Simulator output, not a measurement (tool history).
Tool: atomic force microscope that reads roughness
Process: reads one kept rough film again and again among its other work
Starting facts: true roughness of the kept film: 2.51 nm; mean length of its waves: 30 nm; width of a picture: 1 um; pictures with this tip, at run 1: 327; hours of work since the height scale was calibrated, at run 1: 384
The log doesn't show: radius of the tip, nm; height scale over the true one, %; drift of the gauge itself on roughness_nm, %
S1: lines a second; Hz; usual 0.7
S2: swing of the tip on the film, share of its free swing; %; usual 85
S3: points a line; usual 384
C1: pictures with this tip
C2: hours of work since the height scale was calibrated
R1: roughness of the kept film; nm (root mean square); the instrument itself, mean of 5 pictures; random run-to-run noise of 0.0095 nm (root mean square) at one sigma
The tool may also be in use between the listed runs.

{"run": 1, "day": 0.0, "S1": 0.7, "S2": 85, "S3": 384, "C1": 327, "C2": 384, "R1": 2.039}
{"day": 0.796, "done": "new tip fitted"}
{"run": 2, "day": 0.858, "S1": 0.7, "S2": 85, "S3": 384, "C1": 3, "C2": 398, "R1": 2.151}
{"run": 3, "day": 1.304, "S1": 0.7, "S2": 85, "S3": 384, "C1": 29, "C2": 405, "R1": 2.131}
{"run": 4, "day": 1.779, "S1": 0.7, "S2": 67, "S3": 384, "C1": 56, "C2": 413, "R1": 2.252}
{"run": 5, "day": 2.375, "S1": 0.7, "S2": 85, "S3": 384, "C1": 90, "C2": 423, "R1": 2.103}
{"run": 6, "day": 2.892, "S1": 1.46, "S2": 85, "S3": 384, "C1": 120, "C2": 432, "R1": 1.934}
{"run": 7, "day": 3.596, "S1": 1.46, "S2": 85, "S3": 384, "C1": 160, "C2": 444, "R1": 1.922}
{"run": 8, "day": 4.458, "S1": 1.46, "S2": 85, "S3": 384, "C1": 210, "C2": 458, "R1": 1.911}
{"run": 9, "day": 5.158, "S1": 1.46, "S2": 85, "S3": 384, "C1": 250, "C2": 470, "R1": 1.904}
{"run": 10, "day": 5.95, "S1": 0.638, "S2": 85, "S3": 384, "C1": 295, "C2": 483, "R1": 2.072}
{"run": 11, "day": 6.771, "S1": 0.638, "S2": 85, "S3": 384, "C1": 342, "C2": 496, "R1": 2.046}
{"day": 7.267, "done": "new tip fitted"}
{"run": 12, "day": 7.35, "S1": 0.7, "S2": 85, "S3": 384, "C1": 5, "C2": 506, "R1": 2.135}
{"run": 13, "day": 8.112, "S1": 1.203, "S2": 85, "S3": 384, "C1": 49, "C2": 518, "R1": 2.004}
{"run": 14, "day": 8.671, "S1": 1.203, "S2": 85, "S3": 384, "C1": 81, "C2": 528, "R1": 1.991}
{"run": 15, "day": 9.362, "S1": 1.203, "S2": 85, "S3": 384, "C1": 120, "C2": 539, "R1": 1.984}
{"run": 16, "day": 10.008, "S1": 1.203, "S2": 85, "S3": 384, "C1": 157, "C2": 550, "R1": 1.976}
{"run": 17, "day": 10.604, "S1": 1.203, "S2": 85, "S3": 384, "C1": 191, "C2": 560, "R1": 1.958}
{"run": 18, "day": 11.262, "S1": 1.129, "S2": 59, "S3": 384, "C1": 229, "C2": 571, "R1": 2.172}
{"run": 19, "day": 11.717, "S1": 1.129, "S2": 59, "S3": 384, "C1": 255, "C2": 578, "R1": 2.177}
{"run": 20, "day": 12.167, "S1": 1.707, "S2": 78, "S3": 468, "C1": 281, "C2": 586, "R1": 1.942}
{"run": 21, "day": 13.088, "S1": 0.602, "S2": 58, "S3": 468, "C1": 334, "C2": 601, "R1": 2.193}
{"day": 13.721, "done": "new tip fitted"}
{"run": 22, "day": 13.742, "S1": 0.643, "S2": 86, "S3": 384, "C1": 1, "C2": 612, "R1": 2.138}
{"run": 23, "day": 14.6, "S1": 0.643, "S2": 86, "S3": 384, "C1": 50, "C2": 626, "R1": 2.117}
{"run": 24, "day": 15.467, "S1": 0.7, "S2": 71, "S3": 359, "C1": 100, "C2": 641, "R1": 2.216}
{"run": 25, "day": 16.217, "S1": 0.7, "S2": 61, "S3": 330, "C1": 143, "C2": 653, "R1": 2.22}
{"run": 26, "day": 17.079, "S1": 0.7, "S2": 61, "S3": 330, "C1": 192, "C2": 667, "R1": 2.203}
{"run": 27, "day": 18.0, "S1": 0.877, "S2": 81, "S3": 486, "C1": 245, "C2": 683, "R1": 2.074}
{"run": 28, "day": 18.717, "S1": 0.7, "S2": 86, "S3": 384, "C1": 286, "C2": 695, "R1": 2.037}
{"run": 29, "day": 19.283, "S1": 0.843, "S2": 76, "S3": 384, "C1": 318, "C2": 704, "R1": 2.081}
{"run": 30, "day": 19.696, "S1": 2.241, "S2": 77, "S3": 415, "C1": 342, "C2": 711, "R1": 1.845}

Each row is a separate what-if for the run after 30, all from the same tool condition, not one after another. Results?
{"run": "A", "day": 20.108, "S1": 0.54, "S2": 85, "S3": 384, "C1": 366, "C2": 718, "R1": "?"}
{"run": "B", "day": 20.108, "S1": 2.064, "S2": 73, "S3": 270, "C1": 366, "C2": 718, "R1": "?"}
{"run": "C", "day": 20.108, "S1": 2.241, "S2": 75, "S3": 415, "C1": 366, "C2": 718, "R1": "?"}

run=A R1=2.056
run=B R1=1.903
run=C R1=1.875
Take away the tool's hidden state, keep each run's random variation, and the runs would have read:
run=A R1=2.192
run=B R1=2.028
run=C R1=1.999

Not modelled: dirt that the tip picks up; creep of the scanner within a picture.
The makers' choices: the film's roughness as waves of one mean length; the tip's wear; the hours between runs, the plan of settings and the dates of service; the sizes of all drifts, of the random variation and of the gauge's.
